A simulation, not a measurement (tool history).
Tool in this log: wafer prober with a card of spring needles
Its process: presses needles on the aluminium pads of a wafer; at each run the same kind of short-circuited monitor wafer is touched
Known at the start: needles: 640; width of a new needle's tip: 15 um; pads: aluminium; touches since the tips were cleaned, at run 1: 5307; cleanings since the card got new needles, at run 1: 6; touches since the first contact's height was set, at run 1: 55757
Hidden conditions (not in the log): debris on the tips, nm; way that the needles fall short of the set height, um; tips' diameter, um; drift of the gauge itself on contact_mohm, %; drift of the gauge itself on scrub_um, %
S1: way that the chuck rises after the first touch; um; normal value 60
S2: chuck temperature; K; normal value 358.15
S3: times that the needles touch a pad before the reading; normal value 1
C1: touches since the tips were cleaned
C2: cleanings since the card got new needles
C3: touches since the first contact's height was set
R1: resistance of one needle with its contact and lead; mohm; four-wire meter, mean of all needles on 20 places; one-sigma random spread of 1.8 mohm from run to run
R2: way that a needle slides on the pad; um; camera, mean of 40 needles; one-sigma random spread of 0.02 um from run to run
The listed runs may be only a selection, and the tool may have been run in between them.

run,day,S1,S2,S3,C1,C2,C3,R1,R2
1,0.000,60,358.15,1,5307,6,55757,218,12.99
2,0.579,60,358.15,1,7926,6,58376,223,13.00
# day 0.667: tips cleaned on abrasive film
3,0.958,60,358.15,1,1332,7,60086,201,13.00
4,1.300,60,358.15,1,2879,7,61633,210,12.99
5,1.729,60,358.15,1,4817,7,63571,216,13.00
6,2.217,60,358.15,1,7037,7,65791,223,13.03
# day 2.471: tips cleaned on abrasive film
7,2.696,60,358.15,1,1028,8,67938,197,13.00
8,3.138,60,358.15,1,3018,8,69928,207,12.98
9,3.508,60,358.15,1,4700,8,71610,213,12.97
10,3.875,60,358.15,1,6362,8,73272,221,12.97
11,4.242,72,358.15,3,8034,8,74944,197,15.62
# day 4.296: tips cleaned on abrasive film
12,4.538,72,358.15,3,1109,9,76268,192,15.62
13,4.817,61,368.15,1,2360,9,77519,208,13.18

Forecast each of these 3 alternatives for the next run:
A,5.062,60,358.15,1,3484,9,78643,?,?
B,5.062,76,371.15,1,3484,9,78643,?,?
C,5.062,61,368.15,2,3484,9,78643,?,?

run,R1,R2
A,211,12.97
B,205,16.46
C,205,13.21
The same runs, with their run-to-run variation unchanged, on a tool lacking any hidden condition would have given:
run,R1,R2
A,189,13.07
B,191,16.56
C,192,13.31

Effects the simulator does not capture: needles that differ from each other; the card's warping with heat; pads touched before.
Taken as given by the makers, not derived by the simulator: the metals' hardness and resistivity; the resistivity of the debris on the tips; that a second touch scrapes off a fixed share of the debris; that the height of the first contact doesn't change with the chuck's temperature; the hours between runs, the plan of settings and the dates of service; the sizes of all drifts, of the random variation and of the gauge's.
